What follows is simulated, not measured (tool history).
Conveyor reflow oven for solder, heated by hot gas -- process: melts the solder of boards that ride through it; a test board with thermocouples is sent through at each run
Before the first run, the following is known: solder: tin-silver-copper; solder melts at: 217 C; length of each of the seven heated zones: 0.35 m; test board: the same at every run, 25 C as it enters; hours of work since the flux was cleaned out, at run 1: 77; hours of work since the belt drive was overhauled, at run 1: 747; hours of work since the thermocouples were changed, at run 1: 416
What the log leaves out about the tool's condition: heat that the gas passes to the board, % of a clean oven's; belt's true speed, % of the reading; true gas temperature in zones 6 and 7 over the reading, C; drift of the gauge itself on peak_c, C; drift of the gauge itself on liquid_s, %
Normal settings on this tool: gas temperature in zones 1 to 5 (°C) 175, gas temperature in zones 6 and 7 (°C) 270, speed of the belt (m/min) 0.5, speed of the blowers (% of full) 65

run	hour	gas temperature in zones 1 to 5 (°C)	gas temperature in zones 6 and 7 (°C)	speed of the belt (m/min)	speed of the blowers (% of full)	hours of work since the flux was cleaned out	hours of work since the belt drive was overhauled	hours of work since the thermocouples were changed	highest temperature of the board (°C)	time above the solder's melting point (s)
1	0	175	270	0.5	65	77	747	416	254.3	65.5
2	17.9	175	270	0.5	65	84	754	423	254.3	65.7
3	54.6	175	270	0.5	65	99	769	438	254.1	65.7
4	92.3	175	270	0.5	65	115	784	454	253.9	65.6
5	119.9	175	270	0.5	65	126	796	465	254	65.4
6	143.1	175	270	0.5	65	135	805	474	254.1	65.3
7	182.4	175	270	0.5	65	151	821	490	253.8	65.3
8	216.5	175	270	0.5	65	165	835	504	253.9	65.3
# hour 231.5: belt drive overhauled, speed set with a stopwatch
9	254.7	175	270	0.5	65	179	9	518	253.1	63.5
10	296	175	270	0.5	65	196	26	535	253	63.4
11	321.9	175	270	0.5	65	207	37	546	253	63.2
12	353.5	175	266	0.492	65	220	50	558	250.1	62.3
13	377.3	178	266	0.492	80	229	59	568	254.1	67.7
14	394.4	168	266	0.495	69	236	66	575	249.4	58.8
# hour 427.2: flux residue cleaned out of gas plates and filters
15	433.1	168	266	0.495	69	2	80	589	251.7	61.3

4 ways to go on from here, each from the tool as it stands after run 15. What would each give?
A	468.8	184	266	0.495	69	17	95	603	?	?
B	468.8	175	266	0.494	50	17	95	603	?	?
C	468.8	163	266	0.5	86	17	95	603	?	?
D	468.8	168	274	0.417	83	17	95	603	?	?

run	highest temperature of the board (°C)	time above the solder's melting point (s)
A	254	69.8
B	246.3	57
C	254.6	62.5
D	266.2	86.2
Without the tool's unlogged condition, the same runs would have read:
run	highest temperature of the board (°C)	time above the solder's melting point (s)
A	253.4	69.2
B	245.7	56.2
C	254	62
D	265.6	85.6
